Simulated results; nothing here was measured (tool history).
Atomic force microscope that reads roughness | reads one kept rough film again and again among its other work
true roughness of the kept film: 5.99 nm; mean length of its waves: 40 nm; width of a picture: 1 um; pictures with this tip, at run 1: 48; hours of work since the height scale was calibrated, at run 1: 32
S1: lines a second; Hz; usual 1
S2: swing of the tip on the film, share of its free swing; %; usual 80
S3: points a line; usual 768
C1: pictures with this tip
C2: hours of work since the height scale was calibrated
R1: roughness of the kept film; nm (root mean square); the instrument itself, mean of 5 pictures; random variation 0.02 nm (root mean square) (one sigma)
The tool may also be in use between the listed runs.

run  hour    S1  S2   S3   C1  C2     R1
  1     0     1  80  768   48  32  4.162
  2   8.4     1  77  768   54  35  4.178
  3  16.5     1  77  768   60  39  4.137
  4  23.7     1  80  924   65  42  3.997
  5  30.1     1  80  924   70  44  3.993
  6  39.3     1  80  924   77  48  3.933
  7  43.1     1  80  964   79  50   3.93
  8  47.3  0.66  80  768   82  51  4.008
     48.9  -- height scale calibrated on a step standard
  9  57.4  3.62  90  419   89   3  2.805
 10  65.5  3.35  90  419   95   7  2.832
       75  -- height scale calibrated on a step standard, once more
 11    75   1.7  70  337  101   0  3.719
 12  79.3   1.7  70  337  104   2  3.709
 13  84.1   1.7  70  337  108   4  3.671
 14  88.6  1.46  69  768  111   6  3.722
 15  93.8  1.46  69  768  115   8  3.706

Hidden state or all else? Some run-to-run changes of R1, split into what the settings, what came in and random variation would give without the hidden state, and what is left for the hidden state (with any gauge scatter that isn't in both results):
The hidden state here: radius of the tip, nm; height scale over the true one, %; drift of the gauge itself on roughness_nm, %.
Run 8 -> 9: S1 0.66 -> 3.62, S2 80 -> 90, S3 768 -> 419, height scale calibrated on a step standard. R1 -1.203 nm (root mean square): hidden state +0.237, all else -1.44.
Run 10 -> 11: S1 3.35 -> 1.7, S2 90 -> 70, S3 419 -> 337, height scale calibrated on a step standard, once more. R1 +0.887 nm (root mean square): hidden state -0.312, all else +1.199.
